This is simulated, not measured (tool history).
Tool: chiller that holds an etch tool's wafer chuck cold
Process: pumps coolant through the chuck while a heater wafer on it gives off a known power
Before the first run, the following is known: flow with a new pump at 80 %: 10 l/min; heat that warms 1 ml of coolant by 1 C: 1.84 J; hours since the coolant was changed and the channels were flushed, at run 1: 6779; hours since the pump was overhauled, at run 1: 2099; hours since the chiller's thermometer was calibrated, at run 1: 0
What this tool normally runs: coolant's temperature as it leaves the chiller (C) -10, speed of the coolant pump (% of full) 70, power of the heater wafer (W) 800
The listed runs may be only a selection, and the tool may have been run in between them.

run    hour  coolant's temperature as it leaves the chiller (C)  speed of the coolant pump (% of full)  power of the heater wafer (W)  hours since the coolant was changed and the channels were flushed  hours since the pump was overhauled  hours since the chiller's thermometer was calibrated  chuck's temperature once it has settled (C)  how much warmer the coolant comes back (C)
  1     0.0                                                 -10                                     70                            800                                                               6779                                 2099                                                     0                                        -2.43                                        3.04
  2    56.7                                                 -10                                     70                            800                                                               6836                                 2155                                                    57                                        -2.64                                        3.02
  3    88.4                                                 -10                                     70                            800                                                               6868                                 2187                                                    88                                        -2.55                                        3.08
  4   139.0                                                 -10                                     70                            800                                                               6918                                 2238                                                   139                                        -2.57                                        3.06
  5   204.1                                                 -10                                     70                            707                                                               6983                                 2303                                                   204                                        -3.34                                        2.66
  6   248.8                                                 -10                                     70                            707                                                               7028                                 2348                                                   249                                        -3.47                                        2.72
  7   297.9                                                 -10                                     70                            707                                                               7077                                 2397                                                   298                                        -3.45                                        2.67
  8   333.8                                                 -10                                     70                            707                                                               7113                                 2433                                                   334                                        -3.55                                        2.66
  9   388.4                                                 -10                                     70                            707                                                               7168                                 2487                                                   388                                        -3.55                                        2.73
 10   423.5                                                 -10                                     70                            707                                                               7203                                 2522                                                   423                                        -3.56                                        2.76
 11   451.8                                                 -10                                     70                            800                                                               7231                                 2551                                                   452                                        -2.61                                        3.02
 12   502.0                                                 -10                                     70                            921                                                               7281                                 2601                                                   502                                        -1.56                                        3.46
 13   543.0                                                 -10                                     70                            800                                                               7322                                 2642                                                   543                                        -2.69                                        3.05
 14   599.9                                                 -10                                     70                            800                                                               7379                                 2699                                                   600                                        -2.64                                        3.08
 15   652.4                                                 -10                                     70                            800                                                               7432                                 2751                                                   652                                        -2.76                                        3.04
 16   697.7                                                 -10                                     70                            800                                                               7477                                 2797                                                   698                                        -2.98                                        3.03
 17   725.5                                                 -10                                     70                            800                                                               7505                                 2824                                                   725                                        -2.84                                        3.03
 18   792.9                                                 -10                                     70                            800                                                               7572                                 2892                                                   793                                        -2.78                                        3.04
 19   859.0                                                  -8                                     87                            684                                                               7638                                 2958                                                   859                                        -2.82                                        2.06
 20   925.6                                                  -8                                     61                            900                                                               7705                                 3024                                                   926                                         1.12                                        3.94
 21   984.5                                                  -9                                     68                            580                                                               7764                                 3083                                                   985                                        -3.64                                        2.26
 22  1027.3                                                  -2                                     70                            800                                                               7807                                 3126                                                  1027                                         5.28                                        3.05
 23  1081.7                                                 -15                                     73                            434                                                               7861                                 3180                                                  1082                                       -11.40                                        1.59

Run 24 has not been measured yet. What should we expect?
 24  1121.0                                                 -15                                     73                            434                                                               7900                                 3220                                                  1121                                            ?                                           ?

{"run 24": {"chuck's temperature once it has settled (C)": -11.35, "how much warmer the coolant comes back (C)": 1.58}}
If the tool had no hidden condition, the same run with the same run-to-run variation would have returned chuck's temperature once it has settled (C) -11.07, how much warmer the coolant comes back (C) 1.58.

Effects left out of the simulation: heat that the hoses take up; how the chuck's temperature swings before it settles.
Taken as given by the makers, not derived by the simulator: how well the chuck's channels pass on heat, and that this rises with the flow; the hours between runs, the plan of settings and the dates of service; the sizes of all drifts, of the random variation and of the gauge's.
